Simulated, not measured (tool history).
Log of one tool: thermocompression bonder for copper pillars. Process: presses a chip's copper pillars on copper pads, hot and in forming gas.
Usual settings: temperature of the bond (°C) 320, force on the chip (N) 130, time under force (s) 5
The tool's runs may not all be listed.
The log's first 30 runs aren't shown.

run	hour	temperature of the bond (°C)	force on the chip (N)	time under force (s)	force that shears a chip off (N)
31	198.4	329	86	3	55.3
32	206.1	329	86	3	56.6
33	212.2	324	86	3	53.4
34	216.0	324	86	3	52.9
35	221.6	324	86	3	52.2
36	230.4	349	86	3	71.4
37	235.5	307	126	8	76.9
38	243.6	314	190	7	100.5
39	252.0	320	130	3	67.4
40	259.4	306	119	3	51.8

Forecast each of these 3 alternatives for the next run:
A	268.2	350	89	7	?
B	268.2	302	95	4	?
C	268.2	293	130	7	?

run	force that shears a chip off (N)
A	92.1
B	45.2
C	63.8
Without the tool's hidden state the same runs would have given:
run	force that shears a chip off (N)
A	97.4
B	49.0
C	68.7
